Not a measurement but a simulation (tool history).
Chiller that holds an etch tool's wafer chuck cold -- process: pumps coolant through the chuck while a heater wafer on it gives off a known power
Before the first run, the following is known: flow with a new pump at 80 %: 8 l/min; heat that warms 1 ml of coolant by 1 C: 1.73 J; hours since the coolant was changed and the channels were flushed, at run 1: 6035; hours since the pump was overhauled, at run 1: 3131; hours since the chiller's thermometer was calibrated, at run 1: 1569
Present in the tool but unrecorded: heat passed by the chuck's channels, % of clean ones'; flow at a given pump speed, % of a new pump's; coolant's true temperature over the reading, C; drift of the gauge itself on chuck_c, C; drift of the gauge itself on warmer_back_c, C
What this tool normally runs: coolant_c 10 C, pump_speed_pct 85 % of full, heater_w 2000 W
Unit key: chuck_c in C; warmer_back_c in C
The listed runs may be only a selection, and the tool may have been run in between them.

run,hour,coolant_c,pump_speed_pct,heater_w,hours since the coolant was changed and the channels were flushed,hours since the pump was overhauled,hours since the chiller's thermometer was calibrated,chuck_c,warmer_back_c
1,0,10,85,2000,6035,3131,1569,24.9,8.14
2,74.9,10,85,2000,6110,3206,1644,25,8.22
3,157.4,2,85,2000,6193,3288,1726,16.9,8.22
4,215,10,85,1257,6250,3346,1784,19.5,5.14
5,266.8,10,92,1257,6302,3397,1835,18.8,4.77
6,307.2,10,92,1257,6343,3438,1876,18.7,4.79
7,351.1,10,69,2000,6386,3482,1920,27.6,10.27
8,432.7,10,69,2000,6468,3563,2001,27.6,10.3
9,505.1,10,85,2362,6540,3636,2074,27.5,9.7
10,544,10,68,2000,6579,3675,2113,27.8,10.55
11,606.5,10,85,2000,6642,3737,2175,24.9,8.26
12,677.1,10,85,2489,6712,3808,2246,28.5,10.27
13,751.4,10,85,1241,6787,3882,2320,19.1,5.24
14,822.8,10,85,1241,6858,3953,2392,19.2,5.19
15,869.6,10,62,2055,6905,4000,2438,29.9,11.95
16,942.5,10,62,2055,6978,4073,2511,29.9,11.88
17,1009.3,10,79,1035,7045,4140,2578,18.3,4.83
18,1053,8,61,1027,7088,4184,2622,18.2,6.17
19,1140.5,8,61,1027,7176,4271,2709,18.1,6.2
20,1201.5,8,61,1027,7237,4332,2770,18.1,6.17
21,1240.7,6,84,1095,7276,4371,2809,14.2,4.8
22,1280.8,20,84,2793,7316,4411,2849,41,11.77
# hour 1339.2: chiller's thermometer calibrated
23,1368.6,13,62,2793,7403,4498,29,39.9,16.21
24,1430.5,13,62,2793,7465,4560,91,40,16.22
25,1486,10,82,2998,7520,4616,147,33,12.91
# hour 1508.3: coolant changed, channels flushed
26,1571.2,1,85,1966,63,4695,226,15.6,8.37
27,1619.2,1,85,1966,111,4743,274,15.7,8.38
28,1693.3,1,86,2167,185,4817,348,16.9,9.1

Hidden state or all else? Some run-to-run changes of warmer_back_c, split into what the settings, what came in and random variation would give without the hidden state, and what is left for the hidden state (with any gauge scatter that isn't in both results):
Run 1 -> 2: no setting changed, nothing entered. warmer_back_c +0.08 C: hidden state +0.02, all else +0.06.
Run 3 -> 4: coolant_c 2 -> 10, heater_w 2000 -> 1257. warmer_back_c -3.08 C: hidden state +0.02, all else -3.1.
Run 16 -> 17: pump_speed_pct 62 -> 79, heater_w 2055 -> 1035. warmer_back_c -7.05 C: hidden state +0.01, all else -7.06.
Run 21 -> 22: coolant_c 6 -> 20, heater_w 1095 -> 2793. warmer_back_c +6.97 C: hidden state +0.02, all else +6.95.
